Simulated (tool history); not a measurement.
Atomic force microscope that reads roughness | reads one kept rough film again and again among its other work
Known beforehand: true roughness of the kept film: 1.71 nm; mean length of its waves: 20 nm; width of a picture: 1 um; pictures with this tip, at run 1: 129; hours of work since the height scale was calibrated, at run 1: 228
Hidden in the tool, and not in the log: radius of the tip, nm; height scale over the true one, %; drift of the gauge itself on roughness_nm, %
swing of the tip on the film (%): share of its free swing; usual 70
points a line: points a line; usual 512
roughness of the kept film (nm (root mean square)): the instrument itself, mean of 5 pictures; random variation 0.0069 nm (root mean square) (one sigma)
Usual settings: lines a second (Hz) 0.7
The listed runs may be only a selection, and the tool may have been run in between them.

| run | day | lines a second (Hz) | swing of the tip on the film (%) | points a line | pictures with this tip | hours of work since the height scale was calibrated | roughness of the kept film (nm (root mean square)) |
|---|---|---|---|---|---|---|---|
| 1 | 0 | 0.7 | 70 | 512 | 129 | 228 | 1.197 |
|  | 0.15 | new tip fitted |
| 2 | 0.904 | 0.7 | 70 | 446 | 28 | 237 | 1.351 |
| 3 | 1.4 | 0.7 | 70 | 446 | 46 | 242 | 1.307 |
| 4 | 1.908 | 0.7 | 70 | 446 | 64 | 248 | 1.284 |
| 5 | 2.771 | 0.7 | 70 | 446 | 96 | 257 | 1.243 |
| 6 | 3.596 | 0.7 | 70 | 689 | 126 | 265 | 1.215 |
|  | 3.817 | new tip fitted |
| 7 | 4.529 | 1.322 | 70 | 512 | 26 | 275 | 1.316 |
| 8 | 4.971 | 0.7 | 70 | 512 | 42 | 280 | 1.322 |
| 9 | 5.533 | 0.606 | 70 | 512 | 62 | 285 | 1.306 |
| 10 | 6.238 | 0.7 | 70 | 512 | 88 | 293 | 1.276 |
| 11 | 6.725 | 3.678 | 88 | 558 | 105 | 298 | 0.89 |
| 12 | 7.146 | 3.678 | 73 | 956 | 121 | 302 | 1.059 |
|  | 7.508 | new tip fitted |
| 13 | 7.838 | 2.981 | 85 | 512 | 12 | 309 | 1.083 |
| 14 | 8.796 | 1.271 | 77 | 348 | 47 | 319 | 1.251 |
| 15 | 9.692 | 1.224 | 85 | 452 | 79 | 329 | 1.157 |
| 16 | 10.2 | 1.172 | 78 | 466 | 98 | 334 | 1.184 |
| 17 | 11.05 | 1.172 | 78 | 466 | 129 | 343 | 1.156 |
|  | 11.179 | new tip fitted |
| 18 | 11.925 | 0.7 | 76 | 334 | 27 | 352 | 1.322 |
| 19 | 12.433 | 2.749 | 80 | 717 | 45 | 357 | 1.132 |

Difference, measured minus no-hidden-state, one row per run. Run-to-run variation is common to both terms; the gauge's own scatter need not be:
| run | roughness of the kept film (nm (root mean square)) |
|---|---|
| 1 | -0.21 |
| 2 | -0.056 |
| 3 | -0.085 |
| 4 | -0.113 |
| 5 | -0.156 |
| 6 | -0.2 |
| 7 | -0.044 |
| 8 | -0.069 |
| 9 | -0.099 |
| 10 | -0.139 |
| 11 | -0.117 |
| 12 | -0.157 |
| 13 | -0.019 |
| 14 | -0.075 |
| 15 | -0.116 |
| 16 | -0.145 |
| 17 | -0.185 |
| 18 | -0.043 |
| 19 | -0.062 |
